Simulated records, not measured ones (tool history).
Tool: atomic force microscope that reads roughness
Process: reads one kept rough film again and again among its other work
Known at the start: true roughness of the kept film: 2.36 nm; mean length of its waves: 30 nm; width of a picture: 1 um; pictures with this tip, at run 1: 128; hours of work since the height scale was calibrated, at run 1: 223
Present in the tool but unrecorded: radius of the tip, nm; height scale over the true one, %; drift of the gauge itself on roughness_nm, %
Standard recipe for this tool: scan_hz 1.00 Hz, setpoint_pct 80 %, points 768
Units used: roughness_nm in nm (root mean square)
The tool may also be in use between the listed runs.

run,hour,scan_hz,setpoint_pct,points,pictures with this tip,hours of work since the height scale was calibrated,roughness_nm
1,0.0,1.00,80,768,128,223,2.089
2,7.4,1.00,80,768,144,229,2.104
3,13.4,1.00,80,768,157,233,2.113
# hour 21.6: new tip fitted
4,27.9,2.26,80,768,13,244,1.969
5,36.7,1.00,80,372,32,251,2.102
6,49.3,1.00,80,743,60,261,2.103
7,63.2,1.00,67,768,90,271,2.180
8,73.0,1.47,80,768,111,279,2.038
9,85.6,1.47,80,768,138,289,2.068
10,98.2,1.47,80,768,165,298,2.046
# hour 102.5: new tip fitted
11,111.8,1.47,80,768,20,308,2.059
12,119.4,1.47,84,768,37,314,2.012
13,126.7,1.61,84,768,52,320,2.010
14,135.9,1.61,84,768,72,327,2.007
15,149.8,0.77,84,768,102,338,2.113
16,158.5,1.00,86,768,121,344,2.071
17,165.9,1.00,80,362,137,350,2.098
18,177.6,1.00,80,362,162,359,2.089
# hour 183.2: new tip fitted
19,190.6,1.00,80,362,16,368,2.100
20,203.4,1.00,80,362,44,378,2.096
21,215.5,1.00,60,768,70,388,2.190
22,228.6,1.48,60,768,98,398,2.176
23,235.8,1.00,80,768,114,403,2.129
24,242.5,1.00,80,768,128,408,2.109
25,256.0,1.00,80,768,157,419,2.096
# hour 264.5: new tip fitted
26,265.3,0.63,80,768,2,426,2.170
27,271.6,1.00,73,434,16,430,2.153
28,285.3,1.00,73,434,45,441,2.113
29,291.7,1.93,66,542,59,446,2.122
30,298.9,1.93,66,542,74,451,2.106
31,312.5,0.81,61,443,104,462,2.206
32,319.8,0.96,63,501,120,467,2.181
33,332.4,0.96,59,277,147,477,2.166
34,339.5,1.20,76,316,162,483,2.104
# hour 345.2: new tip fitted
35,352.5,1.20,76,316,16,492,2.099
36,363.6,1.20,76,316,40,501,2.071
37,375.6,1.60,66,1012,66,510,2.144
38,384.7,1.61,71,768,85,517,2.084
39,398.9,1.61,71,768,116,528,2.087
40,406.1,1.05,80,768,132,534,2.100
41,418.0,1.05,80,768,157,543,2.110
# hour 426.0: new tip fitted
42,431.2,1.23,78,418,11,552,2.097
43,439.1,1.00,61,704,29,558,2.191
44,453.2,1.91,56,768,59,569,2.163
45,460.9,1.91,69,768,76,575,2.105
46,466.8,1.00,60,769,88,580,2.205
47,478.7,1.00,60,769,114,589,2.189
48,488.2,1.58,60,348,134,596,2.164
49,497.0,0.56,84,739,153,603,2.144
50,504.9,0.56,84,739,170,609,2.137
# hour 506.4: new tip fitted
51,518.4,1.42,56,298,25,619,2.164
52,529.0,1.09,88,265,48,627,2.019

Here are 5 independent what-if runs from the current tool condition. What would each one return?
A,536.4,0.57,85,372,64,633,?
B,536.4,1.67,88,265,64,633,?
C,536.4,1.45,57,286,64,633,?
D,536.4,1.09,67,347,64,633,?
E,536.4,1.46,88,265,64,633,?

run,roughness_nm
A,2.143
B,1.927
C,2.175
D,2.141
E,1.960
With the hidden condition removed and each run's random variation left untouched, the same runs would have given:
run,roughness_nm
A,2.144
B,1.929
C,2.176
D,2.143
E,1.961

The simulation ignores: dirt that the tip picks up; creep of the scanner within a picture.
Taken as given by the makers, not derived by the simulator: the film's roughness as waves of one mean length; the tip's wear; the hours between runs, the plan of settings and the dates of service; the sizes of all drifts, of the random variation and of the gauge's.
